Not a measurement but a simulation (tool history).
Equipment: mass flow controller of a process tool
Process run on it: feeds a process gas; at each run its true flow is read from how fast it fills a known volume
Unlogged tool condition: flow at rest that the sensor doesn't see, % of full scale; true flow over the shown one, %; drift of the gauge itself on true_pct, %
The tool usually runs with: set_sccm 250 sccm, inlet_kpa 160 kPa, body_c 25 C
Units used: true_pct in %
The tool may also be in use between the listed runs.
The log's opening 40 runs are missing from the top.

run    hour  set_sccm  inlet_kpa  body_c  hours of work since the controller was set to zero  hours of work since the controller was changed  true_pct
 41  6112.0       122        270      22                                                1734                                            7355    102.24
 42  6280.0       283        220      32                                                1835                                            7456    101.63
 43  6464.9       283        220      28                                                1946                                            7567    101.87
 44  6658.1        61        220      30                                                2062                                            7683    102.63
 45  6790.9       431        160      26                                                2142                                            7762    102.10
 46  6945.0       431        160      26                                                2234                                            7855    101.99
 47  7060.4       431        160      26                                                2304                                            7924    102.10
 48  7195.7       431        160      26                                                2385                                            8006    102.22

Each row is a separate what-if for the run after 48, all from the same tool condition, not one after another. Results?
  A  7307.4       455        192      30                                                2452                                            8073         ?
  B  7307.4       431        174      26                                                2452                                            8073         ?
  C  7307.4       119        227      32                                                2452                                            8073         ?
  D  7307.4       250        154      25                                                2452                                            8073         ?

run  true_pct
  A    102.17
  B    102.08
  C    102.12
  D    101.94
Without the tool's unlogged condition, the same runs would have read:
run  true_pct
  A     99.65
  B     99.54
  C     98.84
  D     99.19

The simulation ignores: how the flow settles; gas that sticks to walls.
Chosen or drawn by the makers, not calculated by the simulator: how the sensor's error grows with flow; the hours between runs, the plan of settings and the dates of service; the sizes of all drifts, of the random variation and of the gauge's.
